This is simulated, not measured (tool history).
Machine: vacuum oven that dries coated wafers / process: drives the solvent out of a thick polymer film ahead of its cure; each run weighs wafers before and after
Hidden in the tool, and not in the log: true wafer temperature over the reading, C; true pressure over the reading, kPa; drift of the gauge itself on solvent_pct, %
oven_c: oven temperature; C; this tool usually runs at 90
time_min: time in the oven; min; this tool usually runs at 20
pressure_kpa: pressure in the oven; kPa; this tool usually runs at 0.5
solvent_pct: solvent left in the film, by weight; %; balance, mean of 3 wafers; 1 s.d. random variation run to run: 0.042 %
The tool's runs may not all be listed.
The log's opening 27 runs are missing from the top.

| run | hour | oven_c | time_min | pressure_kpa | hours of work since the thermocouples were calibrated | hours of work since the vacuum gauge was cleaned of residue | solvent_pct |
|---|---|---|---|---|---|---|---|
| 28 | 258.4 | 97 | 11 | 0.62 | 238 | 556 | 5.6 |
| 29 | 271.5 | 78 | 14 | 0.5 | 248 | 566 | 8.96 |
| 30 | 279.6 | 86 | 14 | 0.5 | 255 | 572 | 6.99 |
| 31 | 285.3 | 90 | 15 | 0.923 | 259 | 576 | 5.72 |
| 32 | 296.1 | 97 | 11 | 0.329 | 267 | 585 | 5.36 |
|  | 299.4 | oven's thermocouples calibrated |
| 33 | 308.8 | 98 | 34 | 0.38 | 7 | 593 | 0.76 |
| 34 | 320.4 | 98 | 34 | 0.38 | 16 | 602 | 0.8 |
| 35 | 334.2 | 83 | 12 | 1.915 | 27 | 612 | 8.94 |
| 36 | 340.4 | 83 | 12 | 1.915 | 31 | 617 | 9.05 |
|  | 348.7 | oven's thermocouples calibrated, once more |
| 37 | 350.8 | 83 | 12 | 1.915 | 2 | 623 | 9.07 |
| 38 | 363.6 | 83 | 12 | 1.915 | 11 | 633 | 9.11 |
| 39 | 372.8 | 83 | 12 | 1.915 | 18 | 640 | 9.01 |
| 40 | 383.1 | 83 | 12 | 1.915 | 26 | 648 | 8.95 |
| 41 | 396.6 | 89 | 12 | 0.255 | 37 | 658 | 7.06 |
| 42 | 404.6 | 90 | 25 | 1.069 | 43 | 664 | 3.33 |
| 43 | 416.6 | 90 | 25 | 1.069 | 52 | 674 | 3.33 |
| 44 | 423.6 | 80 | 20 | 0.278 | 57 | 679 | 6.63 |
| 45 | 435.4 | 91 | 23 | 0.5 | 66 | 688 | 3.32 |
| 46 | 442.3 | 91 | 14 | 0.676 | 72 | 693 | 5.74 |

4 options for the next run, each taken on its own from the tool as it stands now. Forecast them:
| A | 451.6 | 93 | 14 | 0.676 | 79 | 700 | ? |
| B | 451.6 | 101 | 14 | 0.3 | 79 | 700 | ? |
| C | 451.6 | 90 | 11 | 0.5 | 79 | 700 | ? |
| D | 451.6 | 79 | 11 | 1.401 | 79 | 700 | ? |

| run | solvent_pct |
|---|---|
| A | 5.29 |
| B | 3.38 |
| C | 7.26 |
| D | 10.27 |
What these runs would have given with no unlogged condition in the tool:
| run | solvent_pct |
|---|---|
| A | 5.23 |
| B | 3.34 |
| C | 7.21 |
| D | 10.2 |
